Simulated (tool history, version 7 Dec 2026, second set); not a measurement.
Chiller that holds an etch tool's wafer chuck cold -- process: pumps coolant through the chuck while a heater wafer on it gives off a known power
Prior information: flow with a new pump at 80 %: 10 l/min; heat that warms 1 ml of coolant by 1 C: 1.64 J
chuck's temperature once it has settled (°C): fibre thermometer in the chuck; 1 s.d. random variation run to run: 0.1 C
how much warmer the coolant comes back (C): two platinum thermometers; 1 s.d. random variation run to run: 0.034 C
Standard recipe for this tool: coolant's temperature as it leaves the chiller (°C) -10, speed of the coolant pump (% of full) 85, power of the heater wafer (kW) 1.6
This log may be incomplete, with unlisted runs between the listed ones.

run	hour	coolant's temperature as it leaves the chiller (°C)	speed of the coolant pump (% of full)	power of the heater wafer (kW)	chuck's temperature once it has settled (°C)	how much warmer the coolant comes back (C)
1	0	-10	85	1.6	3.4	5.54
2	39.5	-15	85	1.6	-1.7	5.54
3	120.3	-10	85	1.6	3.4	5.51
4	159.5	-10	85	1.6	3.7	5.53
5	213.7	-10	85	1.6	3.4	5.54
6	285.5	-10	85	1.6	3.6	5.53
7	355.2	-10	85	1.6	3.4	5.55
8	416.2	-10	85	1.6	3.6	5.53
9	493.7	-10	85	1.6	3.6	5.58
10	534.9	-10	85	1.6	3.6	5.62
11	603.1	-10	85	1.6	3.5	5.54
# hour 612.6: coolant pump overhauled
12	657	-10	85	1.6	3.6	5.6
13	732.3	-10	85	1.6	3.5	5.62
14	790.9	-10	85	1.6	3.7	5.61
15	871.8	-10	60	0.869	0.3	4.39
16	931.6	-10	96	1.743	3.4	5.34
17	994.5	-10	96	1.743	3.2	5.35
18	1069.6	-10	96	1.743	3.5	5.29
19	1108.1	-10	96	1.743	3.6	5.34
# hour 1148.3: coolant pump overhauled, once more
20	1188.5	-12	96	1.601	0.3	4.83
21	1242.9	-12	96	1.601	0.4	4.83

Run 22, settings as shown, results not yet in. Your forecast:
22	1296.1	-12	96	1.601	?	?

{"run 22": {"chuck's temperature once it has settled (°C)": 0.2, "how much warmer the coolant comes back (C)": 4.86}}
Had the tool carried no hidden state, the very same run would have given chuck's temperature once it has settled (°C) -0.3, how much warmer the coolant comes back (C) 4.85.
